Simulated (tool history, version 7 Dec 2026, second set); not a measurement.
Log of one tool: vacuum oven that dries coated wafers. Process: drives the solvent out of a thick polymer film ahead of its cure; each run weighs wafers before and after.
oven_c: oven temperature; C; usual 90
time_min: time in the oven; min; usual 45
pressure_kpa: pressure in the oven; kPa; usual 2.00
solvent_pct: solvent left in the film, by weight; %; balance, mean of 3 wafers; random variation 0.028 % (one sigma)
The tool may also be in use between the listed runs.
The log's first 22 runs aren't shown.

run 23 hour=1339.2 | oven_c=93 time_min=25 pressure_kpa=2.00 | solvent_pct=2.22
run 24 hour=1390.1 | oven_c=97 time_min=28 pressure_kpa=2.00 | solvent_pct=1.30
run 25 hour=1460.8 | oven_c=97 time_min=28 pressure_kpa=2.00 | solvent_pct=1.34
run 26 hour=1536.9 | oven_c=93 time_min=45 pressure_kpa=1.23 | solvent_pct=0.73
run 27 hour=1592.8 | oven_c=90 time_min=24 pressure_kpa=3.67 | solvent_pct=3.51
run 28 hour=1635.1 | oven_c=103 time_min=24 pressure_kpa=3.67 | solvent_pct=1.40
run 29 hour=1694.8 | oven_c=90 time_min=30 pressure_kpa=7.43 | solvent_pct=4.23
run 30 hour=1727.5 | oven_c=90 time_min=30 pressure_kpa=7.43 | solvent_pct=4.19
run 31 hour=1767.0 | oven_c=90 time_min=30 pressure_kpa=3.75 | solvent_pct=2.86

3 ways to go on from here, each from the tool as it stands after run 31. What would each give?
run A hour=1815.7 | oven_c=90 time_min=45 pressure_kpa=1.43 | solvent_pct=?
run B hour=1815.7 | oven_c=84 time_min=46 pressure_kpa=1.34 | solvent_pct=?
run C hour=1815.7 | oven_c=97 time_min=23 pressure_kpa=2.00 | solvent_pct=?

run=A solvent_pct=1.06
run=B solvent_pct=1.71
run=C solvent_pct=1.81
Without the tool's hidden state the same runs would have given:
run=A solvent_pct=1.05
run=B solvent_pct=1.70
run=C solvent_pct=1.80

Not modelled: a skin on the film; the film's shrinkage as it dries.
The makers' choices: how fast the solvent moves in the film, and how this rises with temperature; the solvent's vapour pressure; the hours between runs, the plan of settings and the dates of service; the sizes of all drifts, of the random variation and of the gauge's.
